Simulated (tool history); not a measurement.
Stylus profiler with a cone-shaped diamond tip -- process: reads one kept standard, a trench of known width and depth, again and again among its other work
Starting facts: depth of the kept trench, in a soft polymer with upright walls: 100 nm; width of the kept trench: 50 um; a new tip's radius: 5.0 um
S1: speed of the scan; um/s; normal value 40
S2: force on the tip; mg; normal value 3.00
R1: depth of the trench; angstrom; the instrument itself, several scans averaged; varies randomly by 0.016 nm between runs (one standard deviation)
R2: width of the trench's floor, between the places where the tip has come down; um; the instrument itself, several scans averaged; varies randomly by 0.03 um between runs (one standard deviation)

run	hour	S1	S2	R1	R2
1	0.0	40	3.00	1017.4	47.90
2	26.2	40	3.00	1017.4	47.96
3	54.0	40	3.00	1017.2	47.90
4	81.2	40	3.00	1017.4	47.87
5	132.0	40	3.00	1017.1	47.90
# hour 136.5: height scale calibrated on a step standard
6	164.2	40	3.00	1017.0	47.85
7	188.8	40	7.27	1031.3	47.95
8	240.5	40	7.27	1031.3	47.91
9	292.4	40	7.27	1031.1	47.84
# hour 315.7: height scale calibrated on a step standard, once more
10	317.1	40	7.27	1031.8	47.84
11	363.3	40	7.27	1031.9	47.88

Forecast each of these 3 alternatives for the next run:
A	389.8	16	2.12	?	?
B	389.8	40	6.17	?	?
C	389.8	15	1.31	?	?

run	R1	R2
A	1013.9	47.88
B	1028.8	47.86
C	1009.8	47.81
With the hidden condition removed and each run's random variation left untouched, the same runs would have given:
run	R1	R2
A	1014.0	47.97
B	1029.0	47.95
C	1009.9	47.90
